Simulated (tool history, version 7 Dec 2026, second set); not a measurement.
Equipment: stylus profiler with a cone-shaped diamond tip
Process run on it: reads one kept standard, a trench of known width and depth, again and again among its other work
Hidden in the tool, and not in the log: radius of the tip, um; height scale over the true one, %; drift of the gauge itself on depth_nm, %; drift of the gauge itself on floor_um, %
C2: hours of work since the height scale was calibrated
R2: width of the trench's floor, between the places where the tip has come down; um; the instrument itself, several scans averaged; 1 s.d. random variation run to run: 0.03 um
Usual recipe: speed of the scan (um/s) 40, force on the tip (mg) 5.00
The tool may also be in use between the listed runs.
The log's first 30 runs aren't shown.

{"run": 31, "hour": 1611.6, "speed of the scan (um/s)": 147, "force on the tip (mg)": 3.08, "scans with this tip": 10698, "C2": 449, "depth of the trench (nm)": 1010.66, "R2": 14.85}
{"run": 32, "hour": 1653.8, "speed of the scan (um/s)": 46, "force on the tip (mg)": 14.29, "scans with this tip": 10853, "C2": 475, "depth of the trench (nm)": 1031.3, "R2": 15.45}
{"run": 33, "hour": 1714.3, "speed of the scan (um/s)": 20, "force on the tip (mg)": 3.95, "scans with this tip": 11075, "C2": 512, "depth of the trench (nm)": 1013.29, "R2": 15.46}
{"run": 34, "hour": 1766.4, "speed of the scan (um/s)": 40, "force on the tip (mg)": 5.45, "scans with this tip": 11266, "C2": 545, "depth of the trench (nm)": 1016.07, "R2": 15.36}
{"run": 35, "hour": 1822.3, "speed of the scan (um/s)": 40, "force on the tip (mg)": 14.44, "scans with this tip": 11471, "C2": 579, "depth of the trench (nm)": 1031.78, "R2": 15.41}
{"run": 36, "hour": 1887.1, "speed of the scan (um/s)": 22, "force on the tip (mg)": 3.26, "scans with this tip": 11708, "C2": 619, "depth of the trench (nm)": 1010.95, "R2": 15.37}
{"run": 37, "hour": 1934.7, "speed of the scan (um/s)": 22, "force on the tip (mg)": 3.26, "scans with this tip": 11883, "C2": 649, "depth of the trench (nm)": 1010.93, "R2": 15.29}
{"run": 38, "hour": 1987.5, "speed of the scan (um/s)": 22, "force on the tip (mg)": 3.26, "scans with this tip": 12076, "C2": 681, "depth of the trench (nm)": 1010.89, "R2": 15.31}
{"run": 39, "hour": 2019.2, "speed of the scan (um/s)": 15, "force on the tip (mg)": 7.04, "scans with this tip": 12193, "C2": 701, "depth of the trench (nm)": 1019.0, "R2": 15.38}
{"run": 40, "hour": 2079.5, "speed of the scan (um/s)": 40, "force on the tip (mg)": 8.73, "scans with this tip": 12413, "C2": 738, "depth of the trench (nm)": 1022.06, "R2": 15.34}
{"run": 41, "hour": 2113.0, "speed of the scan (um/s)": 44, "force on the tip (mg)": 8.73, "scans with this tip": 12536, "C2": 759, "depth of the trench (nm)": 1021.89, "R2": 15.28}
{"run": 42, "hour": 2160.0, "speed of the scan (um/s)": 44, "force on the tip (mg)": 8.73, "scans with this tip": 12709, "C2": 788, "depth of the trench (nm)": 1021.93, "R2": 15.24}
{"run": 43, "hour": 2208.3, "speed of the scan (um/s)": 43, "force on the tip (mg)": 1.68, "scans with this tip": 12886, "C2": 818, "depth of the trench (nm)": 1006.39, "R2": 15.07}
{"run": 44, "hour": 2253.0, "speed of the scan (um/s)": 43, "force on the tip (mg)": 1.68, "scans with this tip": 13049, "C2": 846, "depth of the trench (nm)": 1006.09, "R2": 15.08}
{"run": 45, "hour": 2317.7, "speed of the scan (um/s)": 43, "force on the tip (mg)": 1.68, "scans with this tip": 13287, "C2": 886, "depth of the trench (nm)": 1006.53, "R2": 15.13}

Forecast each of these 5 alternatives for the next run:
{"run": "A", "hour": 2358.7, "speed of the scan (um/s)": 12, "force on the tip (mg)": 6.77, "scans with this tip": 13437, "C2": 911, "depth of the trench (nm)": "?", "R2": "?"}
{"run": "B", "hour": 2358.7, "speed of the scan (um/s)": 33, "force on the tip (mg)": 11.34, "scans with this tip": 13437, "C2": 911, "depth of the trench (nm)": "?", "R2": "?"}
{"run": "C", "hour": 2358.7, "speed of the scan (um/s)": 42, "force on the tip (mg)": 7.51, "scans with this tip": 13437, "C2": 911, "depth of the trench (nm)": "?", "R2": "?"}
{"run": "D", "hour": 2358.7, "speed of the scan (um/s)": 43, "force on the tip (mg)": 5.79, "scans with this tip": 13437, "C2": 911, "depth of the trench (nm)": "?", "R2": "?"}
{"run": "E", "hour": 2358.7, "speed of the scan (um/s)": 28, "force on the tip (mg)": 1.68, "scans with this tip": 13437, "C2": 911, "depth of the trench (nm)": "?", "R2": "?"}

run=A depth_of_the_trench_(nm)=1018.32 R2=15.35
run=B depth_of_the_trench_(nm)=1026.00 R2=15.20
run=C depth_of_the_trench_(nm)=1018.93 R2=15.16
run=D depth_of_the_trench_(nm)=1016.26 R2=15.17
run=E depth_of_the_trench_(nm)=1005.91 R2=15.18
Take away the tool's hidden state, keep each run's random variation, and the runs would have read:
run=A depth_of_the_trench_(nm)=1019.94 R2=16.56
run=B depth_of_the_trench_(nm)=1027.64 R2=16.41
run=C depth_of_the_trench_(nm)=1020.55 R2=16.37
run=D depth_of_the_trench_(nm)=1017.88 R2=16.37
run=E depth_of_the_trench_(nm)=1007.51 R2=16.39
